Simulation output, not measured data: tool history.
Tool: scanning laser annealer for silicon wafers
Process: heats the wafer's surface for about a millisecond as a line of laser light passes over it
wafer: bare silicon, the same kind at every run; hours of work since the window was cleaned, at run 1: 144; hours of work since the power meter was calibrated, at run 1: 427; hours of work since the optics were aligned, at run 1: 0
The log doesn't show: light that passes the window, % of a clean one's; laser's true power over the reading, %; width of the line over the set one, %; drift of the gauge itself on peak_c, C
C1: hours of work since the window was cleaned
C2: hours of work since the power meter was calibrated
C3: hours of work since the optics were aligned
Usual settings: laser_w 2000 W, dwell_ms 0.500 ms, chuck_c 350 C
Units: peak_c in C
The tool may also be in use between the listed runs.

{"run": 1, "hour": 0.0, "laser_w": 2000, "dwell_ms": 0.5, "chuck_c": 350, "C1": 144, "C2": 427, "C3": 0, "peak_c": 1043}
{"run": 2, "hour": 8.5, "laser_w": 2000, "dwell_ms": 0.5, "chuck_c": 350, "C1": 150, "C2": 434, "C3": 6, "peak_c": 1043}
{"run": 3, "hour": 22.6, "laser_w": 2000, "dwell_ms": 0.5, "chuck_c": 350, "C1": 161, "C2": 444, "C3": 17, "peak_c": 1043}
{"run": 4, "hour": 38.0, "laser_w": 2000, "dwell_ms": 0.477, "chuck_c": 350, "C1": 172, "C2": 456, "C3": 28, "peak_c": 1028}
{"run": 5, "hour": 51.5, "laser_w": 2000, "dwell_ms": 0.477, "chuck_c": 350, "C1": 182, "C2": 466, "C3": 38, "peak_c": 1026}
{"run": 6, "hour": 59.5, "laser_w": 2000, "dwell_ms": 0.477, "chuck_c": 358, "C1": 188, "C2": 472, "C3": 44, "peak_c": 1035}
{"run": 7, "hour": 73.4, "laser_w": 2000, "dwell_ms": 0.5, "chuck_c": 350, "C1": 199, "C2": 482, "C3": 55, "peak_c": 1041}
{"run": 8, "hour": 86.1, "laser_w": 2000, "dwell_ms": 0.5, "chuck_c": 350, "C1": 208, "C2": 492, "C3": 64, "peak_c": 1039}
{"run": 9, "hour": 93.7, "laser_w": 2000, "dwell_ms": 0.5, "chuck_c": 350, "C1": 214, "C2": 497, "C3": 70, "peak_c": 1043}
{"run": 10, "hour": 101.5, "laser_w": 2000, "dwell_ms": 0.5, "chuck_c": 370, "C1": 220, "C2": 503, "C3": 76, "peak_c": 1063}
{"run": 11, "hour": 115.6, "laser_w": 2000, "dwell_ms": 0.5, "chuck_c": 350, "C1": 230, "C2": 514, "C3": 86, "peak_c": 1038}
{"run": 12, "hour": 129.6, "laser_w": 2000, "dwell_ms": 0.5, "chuck_c": 350, "C1": 241, "C2": 524, "C3": 97, "peak_c": 1038}
{"run": 13, "hour": 138.4, "laser_w": 2191, "dwell_ms": 0.5, "chuck_c": 350, "C1": 247, "C2": 531, "C3": 103, "peak_c": 1125}
{"run": 14, "hour": 146.5, "laser_w": 1991, "dwell_ms": 0.5, "chuck_c": 350, "C1": 253, "C2": 537, "C3": 110, "peak_c": 1031}
{"run": 15, "hour": 156.1, "laser_w": 1991, "dwell_ms": 0.5, "chuck_c": 350, "C1": 260, "C2": 544, "C3": 117, "peak_c": 1033}
{"run": 16, "hour": 165.9, "laser_w": 1991, "dwell_ms": 0.5, "chuck_c": 350, "C1": 268, "C2": 551, "C3": 124, "peak_c": 1031}
{"run": 17, "hour": 174.5, "laser_w": 2000, "dwell_ms": 0.47, "chuck_c": 350, "C1": 274, "C2": 558, "C3": 131, "peak_c": 1018}
{"run": 18, "hour": 190.4, "laser_w": 1964, "dwell_ms": 0.47, "chuck_c": 350, "C1": 286, "C2": 570, "C3": 142, "peak_c": 1002}
{"run": 19, "hour": 197.6, "laser_w": 1964, "dwell_ms": 0.47, "chuck_c": 350, "C1": 291, "C2": 575, "C3": 148, "peak_c": 1002}
{"run": 20, "hour": 204.1, "laser_w": 1964, "dwell_ms": 0.558, "chuck_c": 350, "C1": 296, "C2": 580, "C3": 153, "peak_c": 1052}
{"run": 21, "hour": 214.4, "laser_w": 1745, "dwell_ms": 0.599, "chuck_c": 380, "C1": 304, "C2": 588, "C3": 160, "peak_c": 1001}
{"run": 22, "hour": 228.0, "laser_w": 1745, "dwell_ms": 0.599, "chuck_c": 380, "C1": 314, "C2": 598, "C3": 170, "peak_c": 1001}
{"run": 23, "hour": 242.4, "laser_w": 1745, "dwell_ms": 0.599, "chuck_c": 380, "C1": 325, "C2": 609, "C3": 181, "peak_c": 1000}
{"run": 24, "hour": 251.6, "laser_w": 2000, "dwell_ms": 0.4, "chuck_c": 368, "C1": 332, "C2": 615, "C3": 188, "peak_c": 986}
{"run": 25, "hour": 267.3, "laser_w": 2110, "dwell_ms": 0.371, "chuck_c": 312, "C1": 344, "C2": 627, "C3": 200, "peak_c": 953}
{"run": 26, "hour": 277.7, "laser_w": 2114, "dwell_ms": 0.382, "chuck_c": 350, "C1": 351, "C2": 635, "C3": 208, "peak_c": 1001}
{"run": 27, "hour": 290.7, "laser_w": 1734, "dwell_ms": 0.416, "chuck_c": 350, "C1": 361, "C2": 645, "C3": 217, "peak_c": 873}
{"run": 28, "hour": 298.4, "laser_w": 1853, "dwell_ms": 0.416, "chuck_c": 350, "C1": 367, "C2": 650, "C3": 223, "peak_c": 923}
{"run": 29, "hour": 310.3, "laser_w": 1853, "dwell_ms": 0.416, "chuck_c": 350, "C1": 376, "C2": 659, "C3": 232, "peak_c": 920}
{"run": 30, "hour": 322.7, "laser_w": 1853, "dwell_ms": 0.416, "chuck_c": 350, "C1": 385, "C2": 669, "C3": 241, "peak_c": 918}
{"run": 31, "hour": 333.7, "laser_w": 1994, "dwell_ms": 0.526, "chuck_c": 350, "C1": 393, "C2": 677, "C3": 250, "peak_c": 1042}
{"run": 32, "hour": 342.6, "laser_w": 1994, "dwell_ms": 0.526, "chuck_c": 350, "C1": 400, "C2": 683, "C3": 256, "peak_c": 1040}
{"run": 33, "hour": 351.2, "laser_w": 1994, "dwell_ms": 0.526, "chuck_c": 350, "C1": 406, "C2": 690, "C3": 263, "peak_c": 1040}
{"run": 34, "hour": 358.7, "laser_w": 1994, "dwell_ms": 0.516, "chuck_c": 377, "C1": 412, "C2": 696, "C3": 268, "peak_c": 1063}
{"run": 35, "hour": 368.6, "laser_w": 1994, "dwell_ms": 0.516, "chuck_c": 377, "C1": 419, "C2": 703, "C3": 276, "peak_c": 1064}
{"run": 36, "hour": 381.7, "laser_w": 2129, "dwell_ms": 0.516, "chuck_c": 377, "C1": 429, "C2": 713, "C3": 285, "peak_c": 1122}
{"run": 37, "hour": 395.7, "laser_w": 2154, "dwell_ms": 0.419, "chuck_c": 350, "C1": 440, "C2": 723, "C3": 296, "peak_c": 1041}
{"run": 38, "hour": 408.0, "laser_w": 1839, "dwell_ms": 0.497, "chuck_c": 332, "C1": 449, "C2": 732, "C3": 305, "peak_c": 935}
{"run": 39, "hour": 420.1, "laser_w": 1839, "dwell_ms": 0.497, "chuck_c": 320, "C1": 458, "C2": 741, "C3": 314, "peak_c": 926}
{"run": 40, "hour": 430.9, "laser_w": 1839, "dwell_ms": 0.487, "chuck_c": 343, "C1": 466, "C2": 750, "C3": 322, "peak_c": 945}

5 ways to go on from here, each from the tool as it stands after run 40. What would each give?
{"run": "A", "hour": 446.6, "laser_w": 2000, "dwell_ms": 0.577, "chuck_c": 350, "C1": 478, "C2": 761, "C3": 334, "peak_c": "?"}
{"run": "B", "hour": 446.6, "laser_w": 1807, "dwell_ms": 0.443, "chuck_c": 329, "C1": 478, "C2": 761, "C3": 334, "peak_c": "?"}
{"run": "C", "hour": 446.6, "laser_w": 2000, "dwell_ms": 0.5, "chuck_c": 316, "C1": 478, "C2": 761, "C3": 334, "peak_c": "?"}
{"run": "D", "hour": 446.6, "laser_w": 1761, "dwell_ms": 0.422, "chuck_c": 354, "C1": 478, "C2": 761, "C3": 334, "peak_c": "?"}
{"run": "E", "hour": 446.6, "laser_w": 2085, "dwell_ms": 0.5, "chuck_c": 350, "C1": 478, "C2": 761, "C3": 334, "peak_c": "?"}

run=A peak_c=1069
run=B peak_c=891
run=C peak_c=993
run=D peak_c=887
run=E peak_c=1061
Without the tool's hidden state the same runs would have given:
run=A peak_c=1098
run=B peak_c=913
run=C peak_c=1021
run=D peak_c=908
run=E peak_c=1090
